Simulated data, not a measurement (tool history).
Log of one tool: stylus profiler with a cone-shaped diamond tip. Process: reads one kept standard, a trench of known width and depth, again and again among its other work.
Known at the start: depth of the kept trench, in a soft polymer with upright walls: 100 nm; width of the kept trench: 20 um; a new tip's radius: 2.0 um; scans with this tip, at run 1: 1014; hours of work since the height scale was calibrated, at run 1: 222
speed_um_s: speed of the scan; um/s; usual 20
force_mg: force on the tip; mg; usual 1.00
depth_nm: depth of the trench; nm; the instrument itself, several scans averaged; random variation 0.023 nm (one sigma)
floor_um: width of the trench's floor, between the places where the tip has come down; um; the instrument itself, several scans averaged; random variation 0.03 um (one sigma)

run,hour,speed_um_s,force_mg,scans with this tip,hours of work since the height scale was calibrated,depth_nm,floor_um
1,0.0,20,1.00,1014,222,100.63,18.63
2,17.9,20,1.00,1073,234,100.64,18.55
3,37.2,20,1.00,1135,248,100.60,18.59
4,59.1,20,1.00,1206,264,100.63,18.65
5,81.1,20,1.00,1278,279,100.63,18.63
6,101.9,20,1.00,1345,294,100.60,18.66
7,123.0,20,1.00,1414,309,100.65,18.56
8,134.2,20,1.00,1451,317,100.63,18.59
9,147.5,49,1.00,1494,327,100.64,18.40
10,164.5,49,1.00,1549,339,100.64,18.42
11,185.8,49,1.00,1618,354,100.61,18.42
12,207.2,49,0.95,1688,369,100.60,18.39

Forecast run 13:
13,227.2,6,1.05,1753,383,?,?

depth_nm: 100.63 nm
floor_um: 18.72 um
Without the tool's hidden state the same run would have given depth_nm 100.63 nm, floor_um 18.73 um.
